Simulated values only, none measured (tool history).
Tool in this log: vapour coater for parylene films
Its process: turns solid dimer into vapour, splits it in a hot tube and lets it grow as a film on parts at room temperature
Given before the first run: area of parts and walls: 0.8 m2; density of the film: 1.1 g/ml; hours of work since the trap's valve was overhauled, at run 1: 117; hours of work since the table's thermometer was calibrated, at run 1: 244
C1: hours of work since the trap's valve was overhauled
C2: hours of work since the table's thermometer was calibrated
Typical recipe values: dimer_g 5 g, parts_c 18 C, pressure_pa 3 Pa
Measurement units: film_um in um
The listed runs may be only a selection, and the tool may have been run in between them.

Run 1, hour 0: usual settings; C1 117; C2 244. Result: film_um 3.62 um.
Run 2, hour 38.7: usual settings but dimer_g 9 g; C1 134; C2 261. Result: film_um 6.56 um.
Run 3, hour 59.1: usual settings but dimer_g 9 g; C1 143; C2 270. Result: film_um 6.56 um.
Run 4, hour 88.6: usual settings but dimer_g 9 g; C1 156; C2 283. Result: film_um 6.58 um.
Run 5, hour 122: usual settings but dimer_g 9 g, parts_c 22 C; C1 171; C2 298. Result: film_um 5.78 um.
Run 6, hour 153.7: usual settings but dimer_g 9 g, parts_c 22 C; C1 185; C2 312. Result: film_um 5.76 um.
Run 7, hour 174.8: usual settings but pressure_pa 9.74 Pa; C1 194; C2 321. Result: film_um 3.22 um.
Run 8, hour 199.3: usual settings but pressure_pa 9.74 Pa; C1 205; C2 332. Result: film_um 3.17 um.
Run 9, hour 219.4: usual settings but pressure_pa 9.74 Pa; C1 214; C2 341. Result: film_um 3.19 um.
Run 10, hour 238.6: usual settings but dimer_g 3 g; C1 222; C2 349. Result: film_um 2.17 um.
Run 11, hour 272.2: usual settings but dimer_g 3 g; C1 237; C2 364. Result: film_um 2.16 um.
Run 12, hour 295.3: usual settings but dimer_g 3 g; C1 247; C2 374. Result: film_um 2.15 um.
Run 13, hour 318.7: usual settings but dimer_g 3 g; C1 257; C2 384. Result: film_um 2.16 um.
Run 14, hour 346.3: usual settings but dimer_g 3 g; C1 269; C2 397. Result: film_um 2.17 um.
Run 15, hour 371: usual settings but dimer_g 3 g; C1 280; C2 407. Result: film_um 2.18 um.
Run 16, hour 394.7: usual settings but dimer_g 3 g, pressure_pa 10.02 Pa; C1 291; C2 418. Result: film_um 1.91 um.
Run 17, hour 430.2: usual settings but pressure_pa 10.02 Pa; C1 306; C2 433. Result: film_um 3.19 um.
Run 18, hour 461.8: usual settings but pressure_pa 10.02 Pa; C1 320; C2 447. Result: film_um 3.19 um.
Run 19, hour 495.3: usual settings but pressure_pa 10.02 Pa; C1 335; C2 462. Result: film_um 3.19 um.
Run 20, hour 528.8: usual settings but pressure_pa 10.02 Pa; C1 350; C2 477. Result: film_um 3.21 um.
At hour 558.3: trap's valve overhauled.
Run 21, hour 577.1: usual settings but pressure_pa 10.02 Pa; C1 8; C2 496. Result: film_um 3.2 um.
Run 22, hour 604: usual settings but pressure_pa 2.54 Pa; C1 20; C2 508. Result: film_um 3.69 um.
Run 23, hour 628.9: usual settings but parts_c 15 C; C1 31; C2 519. Result: film_um 3.95 um.
Run 24, hour 652.7: usual settings but parts_c 15 C; C1 42; C2 530. Result: film_um 3.98 um.
Run 25, hour 691.9: usual settings but parts_c 15 C; C1 59; C2 547. Result: film_um 3.99 um.
Run 26, hour 727: usual settings but parts_c 15 C; C1 74; C2 562. Result: film_um 3.99 um.
Run 27, hour 771.6: usual settings but dimer_g 8 g, parts_c 15 C; C1 94; C2 582. Result: film_um 6.42 um.
Run 28, hour 809.3: usual settings but dimer_g 8 g, parts_c 15 C; C1 110; C2 598. Result: film_um 6.38 um.
Run 29, hour 846.6: usual settings but dimer_g 4 g, pressure_pa 10.61 Pa; C1 127; C2 615. Result: film_um 2.55 um.
Run 30, hour 876.2: usual settings but pressure_pa 6.94 Pa; C1 140; C2 628. Result: film_um 3.31 um.
Run 31, hour 915.5: usual settings but pressure_pa 3.75 Pa; C1 157; C2 645. Result: film_um 3.54 um.
Run 32, hour 958.9: usual settings but pressure_pa 3.75 Pa; C1 176; C2 664. Result: film_um 3.57 um.
Run 33, hour 991.4: usual settings but dimer_g 6 g, pressure_pa 3.75 Pa; C1 190; C2 678. Result: film_um 4.25 um.
Run 34, hour 1025.4: usual settings but dimer_g 3 g, pressure_pa 3.75 Pa; C1 205; C2 693. Result: film_um 2.14 um.
Run 35, hour 1063.7: usual settings but parts_c 15 C; C1 222; C2 710. Result: film_um 3.96 um.
Run 36, hour 1097.9: usual settings but pressure_pa 2.46 Pa; C1 237; C2 725. Result: film_um 3.71 um.
Run 37, hour 1118.1: usual settings but dimer_g 8 g, parts_c 15 C, pressure_pa 11.05 Pa; C1 246; C2 734. Result: film_um 5.53 um.
Run 38, hour 1148.6: usual settings but dimer_g 8 g, parts_c 15 C, pressure_pa 11.05 Pa; C1 259; C2 747. Result: film_um 5.5 um.
Run 39, hour 1169.6: usual settings but dimer_g 6 g, parts_c 12 C, pressure_pa 2.48 Pa; C1 269; C2 757. Result: film_um 5.32 um.
Run 40, hour 1198.9: usual settings but dimer_g 3 g, parts_c 19 C, pressure_pa 6.88 Pa; C1 281; C2 769. Result: film_um 1.95 um.
Run 41, hour 1243.8: usual settings but dimer_g 3 g; C1 301; C2 789. Result: film_um 2.19 um.
Run 42, hour 1286.5: usual settings but dimer_g 3 g; C1 320; C2 808. Result: film_um 2.18 um.
Run 43, hour 1307.2: usual settings but dimer_g 3 g; C1 329; C2 817. Result: film_um 2.18 um.
Run 44, hour 1337.1: usual settings but dimer_g 3 g, parts_c 12 C, pressure_pa 2.9 Pa; C1 342; C2 830. Result: film_um 2.61 um.
Run 45, hour 1370.9: usual settings but dimer_g 3 g, parts_c 12 C, pressure_pa 2.9 Pa; C1 357; C2 845. Result: film_um 2.63 um.
At hour 1383.5: trap's valve overhauled.
Run 46, hour 1415.3: usual settings but dimer_g 3 g, parts_c 12 C, pressure_pa 2.9 Pa; C1 14; C2 863. Result: film_um 2.63 um.
Run 47, hour 1455.6: usual settings but dimer_g 2 g; C1 32; C2 881. Result: film_um 1.46 um.

Below are 4 alternative next runs, each starting from the tool's condition after run 47. Predict each:
Run A, hour 1494.9: usual settings but dimer_g 3 g, parts_c 22 C, pressure_pa 3.83 Pa; C1 49; C2 898. Result: film_um ?.
Run B, hour 1494.9: usual settings; C1 49; C2 898. Result: film_um ?.
Run C, hour 1494.9: usual settings but dimer_g 2 g, parts_c 24 C; C1 49; C2 898. Result: film_um ?.
Run D, hour 1494.9: usual settings but dimer_g 9 g, parts_c 14 C; C1 49; C2 898. Result: film_um ?.

run  film_um
  A     1.86
  B     3.66
  C      1.2
  D     7.33
The same runs, with their run-to-run variation unchanged, on a tool lacking any hidden condition would have given:
run  film_um
  A     1.86
  B     3.66
  C      1.2
  D     7.34
